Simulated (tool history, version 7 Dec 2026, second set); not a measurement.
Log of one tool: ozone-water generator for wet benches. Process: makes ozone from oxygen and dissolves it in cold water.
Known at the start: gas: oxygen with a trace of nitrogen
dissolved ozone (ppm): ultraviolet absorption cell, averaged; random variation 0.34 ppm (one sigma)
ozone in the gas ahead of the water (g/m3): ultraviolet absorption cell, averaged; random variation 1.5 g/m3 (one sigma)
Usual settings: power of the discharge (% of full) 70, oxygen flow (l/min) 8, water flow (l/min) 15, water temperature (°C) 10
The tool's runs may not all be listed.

run	hour	power of the discharge (% of full)	oxygen flow (l/min)	water flow (l/min)	water temperature (°C)	dissolved ozone (ppm)	ozone in the gas ahead of the water (g/m3)
1	0	70	8	15	10	50.3	271.1
2	49.3	70	5.73	15	10	48.2	297.3
3	86.6	70	5.73	15	10	48.2	298.9
4	157.6	70	5.73	15	10	48.3	297.8
5	192.3	70	5.73	15	10	48.1	298.1
6	258.3	70	8	10	10	64.7	267.6
7	332.7	70	5.07	15	10	46.5	303.8
8	389.3	98	8	15	13	57.5	322.7
9	469.1	61	10.56	17	8	44.9	225.3
10	543.2	61	10.56	17	8	45.4	223.6
11	616.5	61	10.56	11	8	59.5	223.2
12	668.9	61	10.56	11	8	58.6	224.5
13	701.7	81	12.31	15	10	55.7	251.1

The same runs without the tool's hidden state, with the same run-to-run variation:
The hidden state here: yield of the discharge, % of new electrodes'; contactor's efficiency, % of a clean one's; true water temperature over the reading, C; drift of the gauge itself on ozone_ppm, %; drift of the gauge itself on gas_g_m3, %.
run	dissolved ozone (ppm)	ozone in the gas ahead of the water (g/m3)
1	53.6	276.2
2	51.4	303.2
3	51.4	305
4	51.6	304.4
5	51.4	304.8
6	68.4	274
7	49.9	311.5
8	62.2	332.9
9	48.4	231
10	49.1	229.6
11	63.5	229.4
12	62.7	230.9
13	60.6	259.8

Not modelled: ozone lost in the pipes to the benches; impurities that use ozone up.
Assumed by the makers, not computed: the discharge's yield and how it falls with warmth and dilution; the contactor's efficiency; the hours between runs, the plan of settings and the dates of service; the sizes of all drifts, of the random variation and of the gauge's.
